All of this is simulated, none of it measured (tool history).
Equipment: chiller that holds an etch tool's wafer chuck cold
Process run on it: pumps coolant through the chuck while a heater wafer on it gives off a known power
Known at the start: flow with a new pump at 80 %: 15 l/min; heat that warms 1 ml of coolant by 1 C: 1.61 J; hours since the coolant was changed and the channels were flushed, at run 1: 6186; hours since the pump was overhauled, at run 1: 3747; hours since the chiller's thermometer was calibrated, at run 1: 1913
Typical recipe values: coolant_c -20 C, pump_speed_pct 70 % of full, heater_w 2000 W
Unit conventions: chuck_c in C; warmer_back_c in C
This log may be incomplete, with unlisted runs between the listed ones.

run	hour	coolant_c	pump_speed_pct	heater_w	hours since the coolant was changed and the channels were flushed	hours since the pump was overhauled	hours since the chiller's thermometer was calibrated	chuck_c	warmer_back_c
1	0	-20	70	2000	6186	3747	1913	-4.7	5.81
2	126.9	-20	70	2000	6313	3874	2039	-4.5	5.76
3	332.7	-20	70	2000	6518	4080	2245	-4.6	5.78
4	548.3	-20	70	2000	6734	4296	2461	-4.4	5.77
5	723.1	-20	70	2000	6909	4471	2636	-4.5	5.75
6	925.8	-20	70	2000	7112	4673	2838	-4.6	5.72
# hour 1057.7: coolant changed, channels flushed
7	1065.3	-20	70	1722	8	4807	2972	-6.7	4.94
8	1247.6	-20	70	1722	190	4989	3154	-6.4	5.01
9	1353.2	-20	70	1722	296	5095	3260	-6.7	4.97
10	1562.9	-20	70	1722	505	5304	3469	-6.6	4.91
11	1722.1	-20	75	1108	664	5464	3629	-11.9	2.9
12	1835.4	-20	98	1108	778	5577	3742	-13.9	2.21
13	1947.5	-29	76	1108	890	5689	3854	-21.2	2.9
14	2085	-29	76	1108	1027	5826	3992	-21	2.93
15	2281	-29	80	1325	1223	6022	4188	-20	3.31
16	2450.4	-22	89	2108	1393	6192	4357	-9	4.65
17	2603.2	-20	75	2353	1545	6345	4510	-3	6.34
18	2777.9	-15	72	1109	1720	6519	4684	-6.7	3.11
19	2942.5	-19	94	2452	1885	6684	4849	-4.5	5.1

Predict each of these 3 candidate next runs independently; none follows another, all start after run 19:
A	3089.9	-20	70	2192	2032	6831	4996	?	?
B	3089.9	-14	70	1680	2032	6831	4996	?	?
C	3089.9	-19	67	2452	2032	6831	4996	?	?

run	chuck_c	warmer_back_c
A	-2.9	6.29
B	-0.9	4.81
C	0.7	7.44
With the hidden condition removed and each run's random variation left untouched, the same runs would have given:
run	chuck_c	warmer_back_c
A	-2.9	6.28
B	-0.9	4.8
C	0.7	7.43
